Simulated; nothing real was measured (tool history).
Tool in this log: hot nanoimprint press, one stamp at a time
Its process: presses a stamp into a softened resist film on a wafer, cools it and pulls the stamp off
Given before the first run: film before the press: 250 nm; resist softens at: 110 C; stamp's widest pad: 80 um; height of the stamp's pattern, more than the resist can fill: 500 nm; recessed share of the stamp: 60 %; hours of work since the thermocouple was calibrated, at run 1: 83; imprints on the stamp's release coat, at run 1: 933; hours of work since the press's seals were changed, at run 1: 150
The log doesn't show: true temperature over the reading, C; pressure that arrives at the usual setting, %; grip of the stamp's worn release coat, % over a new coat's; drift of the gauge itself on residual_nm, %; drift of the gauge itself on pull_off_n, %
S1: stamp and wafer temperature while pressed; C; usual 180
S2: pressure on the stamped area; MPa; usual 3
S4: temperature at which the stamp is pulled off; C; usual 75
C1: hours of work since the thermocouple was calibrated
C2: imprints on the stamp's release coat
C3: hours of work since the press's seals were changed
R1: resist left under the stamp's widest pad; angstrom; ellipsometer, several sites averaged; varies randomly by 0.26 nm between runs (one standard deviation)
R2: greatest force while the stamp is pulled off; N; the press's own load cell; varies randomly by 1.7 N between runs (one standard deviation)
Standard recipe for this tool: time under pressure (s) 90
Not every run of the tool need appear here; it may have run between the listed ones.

{"run": 1, "hour": 0.0, "S1": 180, "S2": 3, "time under pressure (s)": 90, "S4": 75, "C1": 83, "C2": 933, "C3": 150, "R1": 1310, "R2": 109}
{"run": 2, "hour": 10.2, "S1": 180, "S2": 1.93, "time under pressure (s)": 90, "S4": 75, "C1": 89, "C2": 979, "C3": 156, "R1": 1556, "R2": 110}
{"run": 3, "hour": 18.2, "S1": 180, "S2": 1.93, "time under pressure (s)": 90, "S4": 75, "C1": 94, "C2": 1016, "C3": 161, "R1": 1560, "R2": 111}
{"run": 4, "hour": 31.6, "S1": 180, "S2": 3, "time under pressure (s)": 90, "S4": 75, "C1": 102, "C2": 1077, "C3": 169, "R1": 1303, "R2": 111}
{"run": 5, "hour": 48.4, "S1": 180, "S2": 3, "time under pressure (s)": 90, "S4": 76, "C1": 112, "C2": 1153, "C3": 179, "R1": 1302, "R2": 110}
{"run": 6, "hour": 57.9, "S1": 180, "S2": 3, "time under pressure (s)": 90, "S4": 76, "C1": 118, "C2": 1196, "C3": 185, "R1": 1303, "R2": 109}
{"run": 7, "hour": 69.4, "S1": 180, "S2": 3, "time under pressure (s)": 90, "S4": 76, "C1": 125, "C2": 1248, "C3": 192, "R1": 1303, "R2": 111}
{"run": 8, "hour": 83.0, "S1": 180, "S2": 4.18, "time under pressure (s)": 90, "S4": 75, "C1": 133, "C2": 1310, "C3": 200, "R1": 1120, "R2": 111}
{"run": 9, "hour": 99.2, "S1": 180, "S2": 4.18, "time under pressure (s)": 90, "S4": 75, "C1": 143, "C2": 1383, "C3": 210, "R1": 1118, "R2": 111}
{"run": 10, "hour": 117.4, "S1": 180, "S2": 4.18, "time under pressure (s)": 90, "S4": 66, "C1": 154, "C2": 1466, "C3": 220, "R1": 1120, "R2": 145}
{"run": 11, "hour": 133.3, "S1": 180, "S2": 4.18, "time under pressure (s)": 90, "S4": 66, "C1": 163, "C2": 1538, "C3": 230, "R1": 1117, "R2": 142}
{"hour": 137.6, "done": "plate thermocouple calibrated"}
{"run": 12, "hour": 149.2, "S1": 180, "S2": 4.18, "time under pressure (s)": 90, "S4": 66, "C1": 7, "C2": 1597, "C3": 238, "R1": 1111, "R2": 147}
{"run": 13, "hour": 157.8, "S1": 180, "S2": 3, "time under pressure (s)": 90, "S4": 75, "C1": 12, "C2": 1635, "C3": 243, "R1": 1291, "R2": 117}
{"run": 14, "hour": 173.0, "S1": 180, "S2": 3, "time under pressure (s)": 54, "S4": 75, "C1": 21, "C2": 1705, "C3": 252, "R1": 1518, "R2": 121}
{"run": 15, "hour": 185.5, "S1": 180, "S2": 3, "time under pressure (s)": 54, "S4": 75, "C1": 29, "C2": 1761, "C3": 260, "R1": 1517, "R2": 122}
{"hour": 202.6, "done": "plate thermocouple calibrated, once more"}
{"run": 16, "hour": 205.3, "S1": 180, "S2": 3, "time under pressure (s)": 54, "S4": 75, "C1": 2, "C2": 1838, "C3": 270, "R1": 1549, "R2": 127}
{"run": 17, "hour": 221.8, "S1": 191, "S2": 3, "time under pressure (s)": 73, "S4": 67, "C1": 12, "C2": 1912, "C3": 280, "R1": 1072, "R2": 151}
{"run": 18, "hour": 231.8, "S1": 191, "S2": 3, "time under pressure (s)": 73, "S4": 67, "C1": 18, "C2": 1958, "C3": 286, "R1": 1069, "R2": 149}
{"run": 19, "hour": 241.2, "S1": 191, "S2": 3, "time under pressure (s)": 73, "S4": 67, "C1": 23, "C2": 2001, "C3": 291, "R1": 1067, "R2": 156}
{"run": 20, "hour": 250.0, "S1": 191, "S2": 3, "time under pressure (s)": 73, "S4": 67, "C1": 28, "C2": 2041, "C3": 297, "R1": 1065, "R2": 157}
{"hour": 260.9, "done": "stamp cleaned and given a new release coat"}
{"run": 21, "hour": 264.6, "S1": 180, "S2": 3, "time under pressure (s)": 90, "S4": 79, "C1": 34, "C2": 18, "C3": 302, "R1": 1312, "R2": 86}
{"run": 22, "hour": 280.2, "S1": 185, "S2": 4.51, "time under pressure (s)": 56, "S4": 75, "C1": 43, "C2": 88, "C3": 311, "R1": 1137, "R2": 92}
{"run": 23, "hour": 292.9, "S1": 180, "S2": 2.25, "time under pressure (s)": 176, "S4": 70, "C1": 51, "C2": 146, "C3": 319, "R1": 1174, "R2": 103}
{"run": 24, "hour": 307.4, "S1": 180, "S2": 2.9, "time under pressure (s)": 157, "S4": 75, "C1": 59, "C2": 212, "C3": 327, "R1": 1092, "R2": 96}
{"run": 25, "hour": 321.1, "S1": 180, "S2": 2.9, "time under pressure (s)": 157, "S4": 75, "C1": 68, "C2": 274, "C3": 336, "R1": 1086, "R2": 95}
{"run": 26, "hour": 339.3, "S1": 171, "S2": 2.55, "time under pressure (s)": 67, "S4": 70, "C1": 78, "C2": 356, "C3": 347, "R1": 1845, "R2": 107}
{"run": 27, "hour": 357.4, "S1": 187, "S2": 3.93, "time under pressure (s)": 67, "S4": 62, "C1": 89, "C2": 439, "C3": 358, "R1": 1074, "R2": 132}
{"run": 28, "hour": 376.4, "S1": 188, "S2": 1.83, "time under pressure (s)": 74, "S4": 79, "C1": 101, "C2": 525, "C3": 369, "R1": 1413, "R2": 90}
{"run": 29, "hour": 394.1, "S1": 178, "S2": 3, "time under pressure (s)": 90, "S4": 79, "C1": 111, "C2": 605, "C3": 380, "R1": 1377, "R2": 90}
{"run": 30, "hour": 411.6, "S1": 178, "S2": 3, "time under pressure (s)": 111, "S4": 76, "C1": 122, "C2": 685, "C3": 390, "R1": 1278, "R2": 99}

4 ways to go on from here, each from the tool as it stands after run 30. What would each give?
{"run": "A", "hour": 428.0, "S1": 180, "S2": 3.19, "time under pressure (s)": 90, "S4": 80, "C1": 132, "C2": 759, "C3": 400, "R1": "?", "R2": "?"}
{"run": "B", "hour": 428.0, "S1": 180, "S2": 3, "time under pressure (s)": 90, "S4": 75, "C1": 132, "C2": 759, "C3": 400, "R1": "?", "R2": "?"}
{"run": "C", "hour": 428.0, "S1": 178, "S2": 3, "time under pressure (s)": 111, "S4": 79, "C1": 132, "C2": 759, "C3": 400, "R1": "?", "R2": "?"}
{"run": "D", "hour": 428.0, "S1": 178, "S2": 3, "time under pressure (s)": 156, "S4": 76, "C1": 132, "C2": 759, "C3": 400, "R1": "?", "R2": "?"}

run=A R1=1264 R2=85
run=B R1=1301 R2=103
run=C R1=1276 R2=94
run=D R1=1129 R2=98
Without the tool's unlogged condition, the same runs would have read:
run=A R1=1273 R2=76
run=B R1=1312 R2=92
run=C R1=1287 R2=84
run=D R1=1139 R2=87

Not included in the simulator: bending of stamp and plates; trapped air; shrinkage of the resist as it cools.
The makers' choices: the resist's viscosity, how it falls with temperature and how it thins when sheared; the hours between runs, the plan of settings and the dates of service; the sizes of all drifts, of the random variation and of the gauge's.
